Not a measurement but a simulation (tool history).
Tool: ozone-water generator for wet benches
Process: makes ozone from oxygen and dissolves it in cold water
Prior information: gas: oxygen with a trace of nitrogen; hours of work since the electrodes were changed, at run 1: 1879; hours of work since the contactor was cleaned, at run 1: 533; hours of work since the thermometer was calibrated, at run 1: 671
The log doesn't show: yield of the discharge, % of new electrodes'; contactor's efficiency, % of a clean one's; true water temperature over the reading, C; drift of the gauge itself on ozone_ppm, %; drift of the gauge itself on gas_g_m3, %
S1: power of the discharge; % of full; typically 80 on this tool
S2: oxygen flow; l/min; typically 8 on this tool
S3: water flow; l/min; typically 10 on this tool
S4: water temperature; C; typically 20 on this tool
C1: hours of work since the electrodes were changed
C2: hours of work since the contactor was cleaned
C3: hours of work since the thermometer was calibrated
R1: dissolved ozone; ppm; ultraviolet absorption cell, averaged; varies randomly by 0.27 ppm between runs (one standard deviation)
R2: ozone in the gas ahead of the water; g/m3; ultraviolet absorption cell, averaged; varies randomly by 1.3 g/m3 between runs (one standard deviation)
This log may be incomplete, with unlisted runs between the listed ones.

run    hour  S1     S2  S3  S4    C1    C2    C3    R1     R2
  1       0  80      8  10  20  1879   533   671  40.6  232.6
  2    33.6  80      8  10  20  1909   564   702  40.2  232.1
  3    72.3  80  10.79  10  20  1944   598   737  39.4  209.8
  4    98.2  80      8  10  20  1968   622   760  39.6  232.3
  5   139.2  80      8  10  20  2005   659   797    40  230.2
  6   178.5  80      8  10  20  2040   694   832    40  229.7
  7   223.1  80      8  10  20  2080   734   873  39.8  226.3
  8   271.5  80      8  10  20  2124   778   916  39.9  228.4
  9   318.6  80      8  10  20  2166   821   959  40.1  228.6
 10   351.6  80      8  10  20  2196   850   988  40.4  228.7
 11   388.6  80   6.24  10  20  2229   884  1022  39.9  246.9
 12   415.8  80   6.24  10  20  2254   908  1046  39.6  246.7
 13   457.7  80      8  10  20  2292   946  1084  40.1  228.2
 14   501.6  80      8  10  20  2331   986  1124  39.8  228.3
 15   540.9  80      8  10  20  2367  1021  1159  39.8  228.4
 16     591  80      8  14  20  2412  1066  1204  32.4  227.5
 17   636.8  80      8  14  20  2453  1107  1245  32.3  225.7
 18   679.8  44  14.35  10  20  2492  1146  1284  22.2  114.5
 19   706.4  44  14.35  10  20  2516  1170  1308  22.7  115.2
      709.6  -- water thermometer calibrated
 20   747.6  80  12.26   9  12  2553  1207    34  49.1  198.6
 21   784.3  46   4.14   8  18  2586  1240    67  28.8  173.6
      809.5  -- water thermometer calibrated, once more
 22   831.4  59      8  10  20  2628  1282    20  30.4  173.6
 23   873.9  50      8  10  16  2666  1320    58  28.8  152.5
 24   902.9  90   5.42  10  21  2692  1346    84  42.9  281.5
 25   930.6  50   5.42  10  15  2717  1371   109  29.3  170.3
 26   976.5  82      8  16  20  2758  1413   150    30    231
 27  1006.8  73   13.9  10  27  2786  1440   178  28.6  175.9
 28  1031.8  73   13.9  10  27  2808  1463   200  28.6  175.6
 29  1083.7  73   13.9  10  27  2855  1509   247  28.6  174.8
 30  1115.5  50      8  16  20  2884  1538   276  19.3  150.9
 31  1158.9  99      8   7  20  2923  1577   315  55.4  266.8
 32  1189.7  50  12.39  12  20  2951  1605   343  22.9  130.8

Forecast each of these 5 alternatives for the next run:
  A  1232.3  50  5.09   8  20  2989  1643  381   ?   ?
  B  1232.3  80  8.93  10  20  2989  1643  381   ?   ?
  C  1232.3  50  5.74  11  20  2989  1643  381   ?   ?
  D  1232.3  59     8   6  20  2989  1643  381   ?   ?
  E  1232.3  45  6.83   7  20  2989  1643  381   ?   ?

run    R1     R2
  A  29.9  173.3
  B  38.6  213.7
  C  24.6    167
  D  37.9    175
  E  28.7  143.5
Take away the tool's hidden state, keep each run's random variation, and the runs would have read:
run    R1     R2
  A  31.9    182
  B  42.4  230.9
  C  26.3  175.4
  D  40.6  185.7
  E  30.3  149.7

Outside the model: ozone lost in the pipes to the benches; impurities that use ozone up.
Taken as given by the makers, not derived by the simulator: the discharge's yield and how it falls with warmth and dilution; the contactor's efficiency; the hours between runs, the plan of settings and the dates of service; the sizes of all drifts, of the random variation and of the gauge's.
